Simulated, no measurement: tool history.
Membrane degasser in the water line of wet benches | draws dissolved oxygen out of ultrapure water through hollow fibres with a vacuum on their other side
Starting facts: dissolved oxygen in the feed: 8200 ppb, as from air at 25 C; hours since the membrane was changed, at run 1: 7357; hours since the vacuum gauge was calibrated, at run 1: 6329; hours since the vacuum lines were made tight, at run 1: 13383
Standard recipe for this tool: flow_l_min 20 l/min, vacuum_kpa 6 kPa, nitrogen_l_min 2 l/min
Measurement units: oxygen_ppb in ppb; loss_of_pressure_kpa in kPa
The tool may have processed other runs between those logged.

run      day  flow_l_min  vacuum_kpa  nitrogen_l_min  hours since the membrane was changed  hours since the vacuum gauge was calibrated  hours since the vacuum lines were made tight  oxygen_ppb  loss_of_pressure_kpa
  1        0          20           6               2                                  7357                                         6329                                         13383       136.3                 69.72
  2   13.304          20           6               2                                  7676                                         6648                                         13702       135.5                 70.25
      18.742  -- seals of the vacuum lines changed
      23.371  -- vacuum gauge calibrated
  3   23.371          20           6               2                                  7915                                            0                                           111       134.4                 69.24
  4   32.838          17           6               2                                  8143                                          227                                           338        98.9                 58.71
  5   41.921          17           6               2                                  8361                                          445                                           556        97.5                 58.96
  6   50.696          17           6               2                                  8571                                          656                                           766        96.5                  58.5
  7   63.217          17           6               2                                  8872                                          956                                          1067        98.1                 58.98
  8   71.183          17           6               2                                  9063                                         1147                                          1258        99.3                 59.01
  9   78.062          17           6               2                                  9228                                         1313                                          1423          97                    59
 10   91.167          14           6               2                                  9542                                         1627                                          1738        64.7                 48.14
 11   99.488          14           6               2                                  9742                                         1827                                          1937        65.7                 48.32
 12  106.842          14           6               2                                  9919                                         2003                                          2114        65.5                 48.23
 13  115.854          14           6               2                                 10135                                         2220                                          2330        66.5                  48.4
 14  128.138          14           6               2                                 10430                                         2514                                          2625          65                 48.09
 15    136.5          14           6               2                                 10630                                         2715                                          2826        66.7                 48.41
 16  145.717          18       14.12               2                                 10852                                         2936                                          3047       279.4                 62.03
 17  157.754          18       14.12               2                                 11141                                         3225                                          3336       273.9                 61.51
 18  166.092          16        4.99            0.96                                 11341                                         3425                                          3536       100.2                 54.67
 19  174.712          28        4.99            2.35                                 11548                                         3632                                          3743       243.3                 96.11
 20  185.333          17         8.8            2.35                                 11802                                         3887                                          3998       134.7                 58.38
 21  193.317          31        5.42            1.18                                 11994                                         4079                                          4189       377.5                105.96

Branching from run 21: 5 alternative next runs. What would each branch give?
  A  206.8          31        5.42            5.85                                 12318                                         4402                                          4513           ?                     ?
  B  206.8          20           6            0.98                                 12318                                         4402                                          4513           ?                     ?
  C  206.8          20        6.34            3.01                                 12318                                         4402                                          4513           ?                     ?
  D  206.8          28       12.73            1.54                                 12318                                         4402                                          4513           ?                     ?
  E  206.8          19        11.8            1.18                                 12318                                         4402                                          4513           ?                     ?

run  oxygen_ppb  loss_of_pressure_kpa
  A       283.9                105.95
  B       199.5                 68.46
  C       124.8                 68.04
  D       541.6                 95.61
  E       366.2                 64.84
Without the tool's hidden state the same runs would have given:
run  oxygen_ppb  loss_of_pressure_kpa
  A       283.4                107.74
  B       199.3                 69.62
  C       124.5                 69.19
  D       541.1                 97.22
  E       365.9                 65.93
